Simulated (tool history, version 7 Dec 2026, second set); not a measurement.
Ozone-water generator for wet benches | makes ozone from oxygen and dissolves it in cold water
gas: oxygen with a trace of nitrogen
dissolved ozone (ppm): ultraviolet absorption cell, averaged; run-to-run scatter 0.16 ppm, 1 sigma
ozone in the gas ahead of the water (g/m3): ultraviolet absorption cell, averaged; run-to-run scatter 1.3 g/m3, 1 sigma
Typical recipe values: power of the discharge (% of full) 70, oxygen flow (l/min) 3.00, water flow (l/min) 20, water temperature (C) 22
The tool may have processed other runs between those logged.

| run | hour | power of the discharge (% of full) | oxygen flow (l/min) | water flow (l/min) | water temperature (C) | dissolved ozone (ppm) | ozone in the gas ahead of the water (g/m3) |
|---|---|---|---|---|---|---|---|
| 1 | 0.0 | 70 | 3.00 | 20 | 22 | 20.3 | 243.6 |
| 2 | 14.7 | 70 | 3.00 | 20 | 24 | 19.6 | 244.9 |
| 3 | 35.2 | 70 | 3.00 | 20 | 24 | 19.8 | 242.4 |
| 4 | 58.9 | 70 | 3.00 | 20 | 22 | 20.2 | 242.1 |
| 5 | 79.7 | 70 | 3.00 | 20 | 22 | 20.1 | 242.7 |
| 6 | 95.8 | 70 | 3.00 | 29 | 22 | 14.2 | 241.9 |
| 7 | 109.9 | 70 | 3.00 | 20 | 22 | 20.4 | 242.7 |
| 8 | 133.8 | 70 | 3.00 | 20 | 22 | 20.3 | 242.2 |
| 9 | 160.6 | 70 | 3.00 | 20 | 22 | 20.2 | 239.7 |
| 10 | 188.2 | 70 | 3.00 | 20 | 22 | 20.3 | 244.3 |
| 11 | 205.7 | 70 | 3.00 | 20 | 22 | 20.5 | 242.0 |
| 12 | 230.0 | 70 | 3.00 | 20 | 22 | 20.1 | 240.6 |
| 13 | 254.5 | 70 | 3.00 | 20 | 22 | 20.4 | 239.5 |
| 14 | 275.5 | 70 | 3.00 | 16 | 17 | 26.2 | 242.0 |
| 15 | 304.3 | 70 | 3.00 | 16 | 17 | 26.2 | 240.7 |
| 16 | 334.6 | 86 | 3.00 | 27 | 22 | 17.2 | 277.7 |
| 17 | 350.9 | 57 | 3.69 | 27 | 14 | 15.5 | 197.6 |
| 18 | 377.7 | 80 | 3.11 | 20 | 22 | 22.1 | 256.8 |
| 19 | 404.0 | 80 | 3.11 | 20 | 22 | 22.5 | 257.6 |
| 20 | 426.8 | 80 | 3.11 | 20 | 22 | 22.3 | 257.6 |
| 21 | 454.8 | 43 | 3.43 | 20 | 22 | 15.5 | 167.7 |
| 22 | 475.7 | 99 | 1.80 | 20 | 23 | 20.7 | 359.2 |
| 23 | 494.0 | 99 | 1.80 | 20 | 23 | 21.0 | 355.6 |
| 24 | 516.5 | 99 | 1.80 | 20 | 23 | 20.8 | 356.7 |
| 25 | 545.8 | 61 | 3.00 | 28 | 19 | 13.7 | 219.5 |

Alternative continuations, all from the tool just after run 25; predict every row:
| A | 576.5 | 70 | 3.00 | 28 | 20 | ? | ? |
| B | 576.5 | 61 | 3.00 | 18 | 26 | ? | ? |
| C | 576.5 | 61 | 2.75 | 28 | 19 | ? | ? |
| D | 576.5 | 81 | 3.39 | 19 | 22 | ? | ? |
| E | 576.5 | 55 | 2.11 | 28 | 19 | ? | ? |

| run | dissolved ozone (ppm) | ozone in the gas ahead of the water (g/m3) |
|---|---|---|
| A | 14.8 | 241.2 |
| B | 19.2 | 220.2 |
| C | 13.3 | 224.3 |
| D | 24.1 | 249.8 |
| E | 11.0 | 231.4 |
Take away the tool's hidden state, keep each run's random variation, and the runs would have read:
| run | dissolved ozone (ppm) | ozone in the gas ahead of the water (g/m3) |
|---|---|---|
| A | 14.8 | 246.1 |
| B | 19.2 | 224.7 |
| C | 13.3 | 228.9 |
| D | 24.1 | 254.9 |
| E | 11.1 | 236.1 |
